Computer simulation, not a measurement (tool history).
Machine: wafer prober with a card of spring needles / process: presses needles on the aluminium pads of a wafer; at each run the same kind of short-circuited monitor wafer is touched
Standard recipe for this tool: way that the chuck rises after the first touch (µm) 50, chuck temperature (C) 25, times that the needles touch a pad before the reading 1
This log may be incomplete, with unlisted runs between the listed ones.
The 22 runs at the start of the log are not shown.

| run | hour | way that the chuck rises after the first touch (µm) | chuck temperature (C) | times that the needles touch a pad before the reading | touches since the tips were cleaned | cleanings since the card got new needles | touches since the first contact's height was set | resistance of one needle with its contact and lead (mohm) | way that a needle slides on the pad (µm) |
|---|---|---|---|---|---|---|---|---|---|
|  | 213.9 | tips cleaned on abrasive film |
| 23 | 213.9 | 31 | 112 | 2 | 0 | 49 | 168575 | 235 | 8.41 |
| 24 | 224.3 | 31 | 112 | 2 | 2863 | 49 | 171438 | 242 | 8.47 |
|  | 225.5 | tips cleaned on abrasive film |
| 25 | 230.2 | 31 | 112 | 1 | 1296 | 50 | 173045 | 241 | 8.47 |
|  | 237.6 | tips cleaned on abrasive film |
| 26 | 237.6 | 31 | 112 | 1 | 0 | 51 | 175036 | 239 | 8.51 |
|  | 249.4 | tips cleaned on abrasive film |
| 27 | 249.6 | 31 | 26 | 2 | 64 | 52 | 178338 | 216 | 8.39 |
| 28 | 258.2 | 31 | 41 | 1 | 2429 | 52 | 180703 | 221 | 8.40 |
|  | 261.0 | tips cleaned on abrasive film |
| 29 | 267.7 | 50 | 98 | 1 | 1852 | 53 | 183292 | 222 | 13.50 |
|  | 272.6 | tips cleaned on abrasive film |
| 30 | 280.5 | 48 | 25 | 1 | 2180 | 54 | 186779 | 208 | 13.03 |
|  | 284.6 | tips cleaned on abrasive film |
| 31 | 292.8 | 38 | 37 | 1 | 2270 | 55 | 190149 | 215 | 10.20 |
|  | 296.5 | tips cleaned on abrasive film |
|  | 298.8 | gauge calibrated |
| 32 | 298.8 | 38 | 37 | 1 | 637 | 56 | 191780 | 214 | 10.63 |
|  | 308.4 | tips cleaned on abrasive film |
| 33 | 311.1 | 40 | 31 | 2 | 718 | 57 | 195130 | 215 | 11.17 |

Below are 3 alternative next runs, each starting from the tool's condition after run 33. Predict each:
|  | 319.8 | tips cleaned on abrasive film |
| A | 320.2 | 56 | 101 | 1 | 105 | 58 | 197620 | ? | ? |
|  | 319.8 | tips cleaned on abrasive film |
| B | 320.2 | 40 | 114 | 2 | 105 | 58 | 197620 | ? | ? |
|  | 319.8 | tips cleaned on abrasive film |
| C | 320.2 | 39 | 81 | 1 | 105 | 58 | 197620 | ? | ? |

| run | resistance of one needle with its contact and lead (mohm) | way that a needle slides on the pad (µm) |
|---|---|---|
| A | 221 | 15.59 |
| B | 232 | 11.10 |
| C | 225 | 10.90 |
Without the tool's hidden state the same runs would have given:
| run | resistance of one needle with its contact and lead (mohm) | way that a needle slides on the pad (µm) |
|---|---|---|
| A | 221 | 15.63 |
| B | 232 | 11.13 |
| C | 225 | 10.93 |

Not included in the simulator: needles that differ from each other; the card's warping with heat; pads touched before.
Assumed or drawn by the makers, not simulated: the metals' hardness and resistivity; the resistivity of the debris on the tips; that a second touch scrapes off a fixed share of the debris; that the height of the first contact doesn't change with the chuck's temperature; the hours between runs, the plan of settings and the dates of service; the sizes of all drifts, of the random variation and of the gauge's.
